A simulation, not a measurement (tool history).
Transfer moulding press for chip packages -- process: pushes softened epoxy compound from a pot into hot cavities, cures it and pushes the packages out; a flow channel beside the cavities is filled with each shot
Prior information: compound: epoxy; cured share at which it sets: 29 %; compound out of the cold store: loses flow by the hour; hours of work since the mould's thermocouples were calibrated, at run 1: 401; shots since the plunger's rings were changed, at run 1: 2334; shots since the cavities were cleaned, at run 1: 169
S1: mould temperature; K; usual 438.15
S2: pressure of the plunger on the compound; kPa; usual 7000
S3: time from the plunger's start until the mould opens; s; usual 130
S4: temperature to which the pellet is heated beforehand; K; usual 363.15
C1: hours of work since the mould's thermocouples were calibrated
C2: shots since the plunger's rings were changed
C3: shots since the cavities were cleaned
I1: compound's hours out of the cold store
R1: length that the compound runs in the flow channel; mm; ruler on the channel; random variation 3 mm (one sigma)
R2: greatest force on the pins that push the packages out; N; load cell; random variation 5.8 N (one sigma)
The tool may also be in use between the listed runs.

Run 1, hour 0: usual settings; C1 401; C2 2334; C3 169; I1 21. Result: R1 544 mm, R2 308 N.
Run 2, hour 35.2: usual settings but S3 157 s; C1 420; C2 2613; C3 448; I1 28.2. Result: R1 526 mm, R2 383 N.
Run 3, hour 98.2: usual settings but S3 157 s; C1 456; C2 3112; C3 947; I1 28.1. Result: R1 522 mm, R2 447 N.
At hour 102.9: cavities cleaned with cleaning compound and waxed.
Run 4, hour 155.6: usual settings but S3 157 s; C1 487; C2 3555; C3 417; I1 13.6. Result: R1 556 mm, R2 499 N.
Run 5, hour 196.1: usual settings but S3 157 s; C1 509; C2 3875; C3 737; I1 35.9. Result: R1 494 mm, R2 490 N.
At hour 226.7: cavities cleaned with cleaning compound and waxed.
Run 6, hour 234.8: usual settings but S3 161 s; C1 530; C2 4170; C3 64; I1 46.6. Result: R1 469 mm, R2 240 N.
At hour 251: plunger's sealing rings changed.
Run 7, hour 275.5: usual settings but S3 161 s; C1 551; C2 194; C3 367; I1 21.4. Result: R1 562 mm, R2 373 N.
Run 8, hour 315.9: usual settings but S3 161 s; C1 574; C2 514; C3 687; I1 8.5. Result: R1 595 mm, R2 417 N.
At hour 340.9: cavities cleaned with cleaning compound and waxed, once more.
Run 9, hour 368.6: usual settings but S3 161 s; C1 602; C2 919; C3 219; I1 34. Result: R1 525 mm, R2 317 N.
Run 10, hour 420.9: usual settings but S3 161 s; C1 631; C2 1333; C3 633; I1 14. Result: R1 573 mm, R2 423 N.
At hour 464.5: cavities cleaned with cleaning compound and waxed.
Run 11, hour 487.7: usual settings but S3 161 s; C1 668; C2 1850; C3 184; I1 13.5. Result: R1 564 mm, R2 309 N.
Run 12, hour 555.3: usual settings but S3 161 s; C1 705; C2 2385; C3 719; I1 22.3. Result: R1 537 mm, R2 411 N.
At hour 589.7: cavities cleaned with cleaning compound and waxed.
Run 13, hour 600.2: usual settings but S3 161 s; C1 729; C2 2729; C3 83; I1 15.5. Result: R1 556 mm, R2 256 N.
Run 14, hour 656.5: usual settings but S3 161 s; C1 761; C2 3175; C3 529; I1 13.6. Result: R1 552 mm, R2 400 N.
Run 15, hour 704.1: usual settings but S3 161 s; C1 787; C2 3553; C3 907; I1 36.4. Result: R1 499 mm, R2 449 N.
At hour 714.2: cavities cleaned with cleaning compound and waxed.
At hour 721.9: mould's thermocouples calibrated.
Run 16, hour 739.3: usual settings but S2 5460 kPa, S3 157 s; C1 10; C2 3803; C3 183; I1 34.7. Result: R1 437 mm, R2 312 N.
Run 17, hour 782: usual settings but S4 364.15 K; C1 33; C2 4141; C3 521; I1 23.3. Result: R1 520 mm, R2 418 N.
At hour 802.9: plunger's sealing rings changed.
At hour 843.1: cavities cleaned with cleaning compound and waxed.
Run 18, hour 851.3: usual settings but S1 432.15 K, S2 6380 kPa, S4 364.15 K; C1 70; C2 371; C3 65; I1 24.5. Result: R1 550 mm, R2 324 N.
Run 19, hour 918.5: usual settings but S1 445.15 K, S2 7710 kPa, S3 131 s, S4 366.15 K; C1 107; C2 904; C3 598; I1 43.2. Result: R1 516 mm, R2 406 N.
At hour 966.2: cavities cleaned with cleaning compound and waxed.
Run 20, hour 972.7: usual settings but S1 445.15 K, S2 7710 kPa, S3 131 s, S4 366.15 K; C1 137; C2 1321; C3 52; I1 29.7. Result: R1 542 mm, R2 245 N.
Run 21, hour 1042.3: usual settings but S4 371.15 K; C1 175; C2 1873; C3 604; I1 32.4. Result: R1 525 mm, R2 426 N.
At hour 1095: cavities cleaned with cleaning compound and waxed.
Run 22, hour 1098.4: usual settings but S4 372.15 K; C1 206; C2 2305; C3 27; I1 31.2. Result: R1 523 mm, R2 231 N.

Forecast run 23:
Run 23, hour 1150.6: usual settings but S4 372.15 K; C1 235; C2 2718; C3 440; I1 47.5. Result: R1 ?, R2 ?.

R1: 482 mm
R2: 398 N
Had the tool carried no hidden state, the very same run would have given R1 505 mm, R2 209 N.
